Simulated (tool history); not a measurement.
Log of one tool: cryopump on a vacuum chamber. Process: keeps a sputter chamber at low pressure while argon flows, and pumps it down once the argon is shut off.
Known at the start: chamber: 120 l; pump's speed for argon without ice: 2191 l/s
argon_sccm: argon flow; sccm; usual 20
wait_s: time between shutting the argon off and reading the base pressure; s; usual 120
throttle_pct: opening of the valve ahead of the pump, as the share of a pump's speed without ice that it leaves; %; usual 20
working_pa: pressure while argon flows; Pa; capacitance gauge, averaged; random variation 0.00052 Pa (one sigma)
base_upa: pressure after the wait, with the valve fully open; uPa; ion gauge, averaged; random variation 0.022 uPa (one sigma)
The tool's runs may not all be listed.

| run | hour | argon_sccm | wait_s | throttle_pct | working_pa | base_upa |
|---|---|---|---|---|---|---|
| 1 | 0.0 | 20 | 120 | 20 | 0.0780 | 1.99 |
| 2 | 92.7 | 20 | 120 | 20 | 0.0780 | 2.10 |
| 3 | 202.6 | 20 | 39 | 20 | 0.0791 | 3.17 |
| 4 | 255.2 | 20 | 39 | 20 | 0.0793 | 3.20 |
| 5 | 346.9 | 20 | 39 | 20 | 0.0793 | 3.27 |
| 6 | 402.9 | 20 | 39 | 20 | 0.0791 | 3.36 |
| 7 | 512.4 | 20 | 120 | 20 | 0.0799 | 2.22 |
| 8 | 587.9 | 20 | 120 | 17 | 0.0934 | 2.34 |
| 9 | 655.1 | 20 | 37 | 17 | 0.0931 | 3.55 |
|  | 730.9 | pump warmed up, emptied and cooled again |
| 10 | 754.7 | 20 | 37 | 17 | 0.0917 | 3.25 |
| 11 | 820.5 | 20 | 120 | 49 | 0.0319 | 2.15 |
| 12 | 876.9 | 20 | 120 | 20 | 0.0784 | 2.28 |
|  | 911.8 | leaking fittings of the chamber tightened, without venting |
| 13 | 977.2 | 20 | 120 | 20 | 0.0797 | 0.70 |
| 14 | 1064.3 | 20 | 120 | 20 | 0.0789 | 0.74 |
| 15 | 1142.5 | 20 | 120 | 20 | 0.0792 | 0.74 |
| 16 | 1240.0 | 20 | 120 | 20 | 0.0788 | 0.78 |
| 17 | 1313.0 | 20 | 120 | 20 | 0.0786 | 0.80 |
| 18 | 1420.4 | 20 | 120 | 20 | 0.0801 | 0.83 |
| 19 | 1515.0 | 12 | 89 | 35 | 0.0289 | 1.06 |
| 20 | 1585.1 | 12 | 89 | 35 | 0.0282 | 1.15 |
|  | 1666.1 | pump warmed up, emptied and cooled again |
| 21 | 1671.5 | 12 | 30 | 18 | 0.0523 | 2.53 |
| 22 | 1764.0 | 10 | 48 | 59 | 0.0136 | 1.75 |
| 23 | 1861.7 | 16 | 188 | 20 | 0.0627 | 0.79 |
| 24 | 1915.6 | 16 | 94 | 20 | 0.0629 | 1.13 |
| 25 | 2006.0 | 16 | 94 | 20 | 0.0629 | 1.09 |
| 26 | 2065.5 | 16 | 94 | 20 | 0.0631 | 1.13 |
| 27 | 2117.0 | 36 | 41 | 18 | 0.1587 | 2.03 |
| 28 | 2196.9 | 12 | 141 | 52 | 0.0194 | 0.98 |
| 29 | 2309.4 | 17 | 56 | 18 | 0.0750 | 1.69 |
| 30 | 2402.2 | 20 | 26 | 20 | 0.0796 | 2.97 |
| 31 | 2487.8 | 20 | 26 | 16 | 0.0992 | 3.09 |
| 32 | 2564.4 | 10 | 120 | 20 | 0.0398 | 1.20 |
|  | 2595.3 | pump warmed up, emptied and cooled again |
| 33 | 2635.5 | 24 | 244 | 53 | 0.0361 | 0.93 |
| 34 | 2740.1 | 23 | 43 | 20 | 0.0905 | 2.13 |
| 35 | 2820.9 | 29 | 143 | 34 | 0.0671 | 1.16 |

Forecast each of these 3 alternatives for the next run:
| A | 2898.1 | 29 | 179 | 16 | ? | ? |
| B | 2898.1 | 36 | 120 | 18 | ? | ? |
| C | 2898.1 | 20 | 24 | 20 | ? | ? |

| run | working_pa | base_upa |
|---|---|---|
| A | 0.1418 | 1.11 |
| B | 0.1556 | 1.22 |
| C | 0.0795 | 3.33 |
Without the tool's hidden state the same runs would have given:
| run | working_pa | base_upa |
|---|---|---|
| A | 0.1394 | 0.49 |
| B | 0.1527 | 0.63 |
| C | 0.0779 | 2.74 |
